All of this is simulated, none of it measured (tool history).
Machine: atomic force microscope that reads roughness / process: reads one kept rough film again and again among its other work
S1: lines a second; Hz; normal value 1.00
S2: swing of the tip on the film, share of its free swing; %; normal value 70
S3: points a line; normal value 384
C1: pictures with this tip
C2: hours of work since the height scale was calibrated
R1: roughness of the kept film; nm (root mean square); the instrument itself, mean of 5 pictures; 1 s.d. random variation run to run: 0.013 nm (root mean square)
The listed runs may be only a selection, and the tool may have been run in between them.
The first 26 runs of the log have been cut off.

run    hour    S1  S2    S3   C1    C2     R1
 27  1475.6  2.44  70   354   62  1180  2.643
 28  1516.6  3.60  66   739  106  1198  2.482
 29  1572.4  1.43  68   476  164  1223  2.526
 30  1619.6  1.00  68   384  214  1245  2.463
     1632.5  -- new tip fitted
 31  1692.7  1.00  68   384   64  1277  2.888
 32  1744.5  1.00  88   681  118  1301  2.496
 33  1786.4  2.44  75   803  162  1320  2.272
 34  1835.4  2.88  77  1023  214  1342  2.055
     1849.1  -- new tip fitted
 35  1886.5  0.78  80   489   39  1365  2.902
 36  1955.4  3.72  90   527  112  1396  1.780
 37  2024.9  3.23  59   369  185  1427  2.441
 38  2061.5  0.64  77   534  224  1444  2.427
     2067.7  -- new tip fitted
 39  2118.6  0.64  77   534   54  1469  2.962
 40  2175.1  0.64  77   534  113  1495  2.798
 41  2218.8  0.64  58   354  159  1515  2.727
 42  2252.8  0.97  81   600  195  1530  2.405
     2286.2  -- new tip fitted
 43  2322.6  1.69  81   257   38  1561  2.653
 44  2391.5  1.69  81   257  111  1593  2.421
 45  2467.1  1.69  81   257  190  1627  2.237

Below are 3 alternative next runs, each starting from the tool's condition after run 45. Predict each:
     2504.6  -- new tip fitted
  A  2521.3  1.78  70  514  18  1651   ?
     2504.6  -- new tip fitted
  B  2521.3  1.69  70  300  18  1651   ?
     2504.6  -- new tip fitted
  C  2521.3  1.00  70  809  18  1651   ?

run     R1
  A  2.945
  B  2.942
  C  3.093
Take away the tool's hidden state, keep each run's random variation, and the runs would have read:
run     R1
  A  2.967
  B  2.964
  C  3.117

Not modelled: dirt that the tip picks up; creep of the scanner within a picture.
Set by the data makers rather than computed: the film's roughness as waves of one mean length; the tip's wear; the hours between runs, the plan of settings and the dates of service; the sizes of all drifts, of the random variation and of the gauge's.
